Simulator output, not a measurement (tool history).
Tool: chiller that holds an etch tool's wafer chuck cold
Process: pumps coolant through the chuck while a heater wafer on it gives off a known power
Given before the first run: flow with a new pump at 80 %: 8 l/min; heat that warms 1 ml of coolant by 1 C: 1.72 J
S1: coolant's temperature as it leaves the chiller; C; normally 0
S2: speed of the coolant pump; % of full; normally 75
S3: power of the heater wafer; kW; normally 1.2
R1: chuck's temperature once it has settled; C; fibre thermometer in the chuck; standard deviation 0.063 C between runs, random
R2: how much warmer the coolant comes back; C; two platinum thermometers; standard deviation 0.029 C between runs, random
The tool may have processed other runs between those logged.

Run 1, day 0: usual settings. Result: R1 13.15 C, R2 5.6 C.
Run 2, day 1.471: usual settings. Result: R1 13.15 C, R2 5.64 C.
Run 3, day 2.175: usual settings. Result: R1 13.25 C, R2 5.69 C.
Run 4, day 3.008: usual settings. Result: R1 13.23 C, R2 5.64 C.
Run 5, day 3.988: usual settings. Result: R1 13.13 C, R2 5.69 C.
Run 6, day 4.954: usual settings. Result: R1 13.19 C, R2 5.7 C.
Run 7, day 6.104: usual settings. Result: R1 13.29 C, R2 5.69 C.
Run 8, day 7.404: usual settings. Result: R1 13.3 C, R2 5.72 C.
Run 9, day 8.279: usual settings but S3 1.002 kW. Result: R1 11.02 C, R2 4.76 C.
Run 10, day 9.85: usual settings but S3 1.002 kW. Result: R1 11.13 C, R2 4.76 C.
Run 11, day 11.329: usual settings but S3 1.735 kW. Result: R1 19.19 C, R2 8.26 C.
Run 12, day 12.796: usual settings but S3 1.735 kW. Result: R1 19.26 C, R2 8.27 C.
Run 13, day 13.588: usual settings but S1 -9 C. Result: R1 4.31 C, R2 5.68 C.
Run 14, day 14.95: usual settings but S2 61 % of full. Result: R1 15.89 C, R2 7.14 C.
Run 15, day 15.933: usual settings but S2 61 % of full. Result: R1 15.93 C, R2 7.1 C.
Run 16, day 17.079: usual settings but S2 66 % of full. Result: R1 14.98 C, R2 6.51 C.
Run 17, day 17.812: usual settings but S2 86 % of full, S3 0.869 kW. Result: R1 8.49 C, R2 3.54 C.
Run 18, day 18.588: usual settings but S1 -10 C, S2 90 % of full, S3 0.708 kW. Result: R1 -3.35 C, R2 2.77 C.
Run 19, day 19.267: usual settings but S1 -10 C, S2 90 % of full, S3 0.708 kW. Result: R1 -3.37 C, R2 2.74 C.
Run 20, day 19.975: usual settings but S3 1.337 kW. Result: R1 14.88 C, R2 6.36 C.
Run 21, day 20.662: usual settings but S1 -6 C, S2 77 % of full, S3 1.136 kW. Result: R1 6.42 C, R2 5.22 C.
Run 22, day 21.7: usual settings but S1 -4 C, S2 80 % of full, S3 0.687 kW. Result: R1 3.15 C, R2 3.08 C.
Run 23, day 22.362: usual settings but S1 10 C, S3 0.687 kW. Result: R1 17.59 C, R2 3.22 C.
Run 24, day 23.617: usual settings but S1 -3 C, S2 95 % of full, S3 1.321 kW. Result: R1 8.88 C, R2 4.78 C.
Run 25, day 25.029: usual settings but S1 -4 C, S2 99 % of full, S3 1.066 kW. Result: R1 5.25 C, R2 3.72 C.
Run 26, day 26.133: usual settings but S1 -3 C, S3 0.675 kW. Result: R1 4.51 C, R2 3.17 C.
Run 27, day 27.367: usual settings but S1 -3 C, S3 0.675 kW. Result: R1 4.52 C, R2 3.22 C.
Run 28, day 28.496: usual settings but S3 1.374 kW. Result: R1 15.2 C, R2 6.54 C.
Run 29, day 29.188: usual settings but S2 67 % of full, S3 0.813 kW. Result: R1 9.84 C, R2 4.34 C.
Run 30, day 30.242: usual settings but S1 -3 C, S2 82 % of full, S3 1.468 kW. Result: R1 12.14 C, R2 6.35 C.
Run 31, day 31.312: usual settings but S2 67 % of full, S3 1.138 kW. Result: R1 13.91 C, R2 6.18 C.

Selected run-to-run steps in R1, each split into two signed amounts: the part the tool would show with no hidden state at all (from settings, incoming material and random variation), and the remainder, which goes to the hidden state together with any gauge scatter not common to the measured and the hidden-state-free results:
Unlogged tool condition in this case: heat passed by the chuck's channels, % of clean ones'; flow at a given pump speed, % of a new pump's; coolant's true temperature over the reading, C; drift of the gauge itself on chuck_c, C; drift of the gauge itself on warmer_back_c, C.
Run 10 -> 11: S3 1.002 -> 1.735. R1 +8.06 C: hidden state +0.43, all else +7.63.
Run 12 -> 13: S1 0 -> -9, S3 1.735 -> 1.2. R1 -14.95 C: hidden state -0.31, all else -14.64.
Run 19 -> 20: S1 -10 -> 0, S2 90 -> 75, S3 0.708 -> 1.337. R1 +18.25 C: hidden state +0.46, all else +17.79.
Run 22 -> 23: S1 -4 -> 10, S2 80 -> 75. R1 +14.44 C: hidden state +0.03, all else +14.41.
Run 27 -> 28: S1 -3 -> 0, S3 0.675 -> 1.374. R1 +10.68 C: hidden state +0.46, all else +10.22.
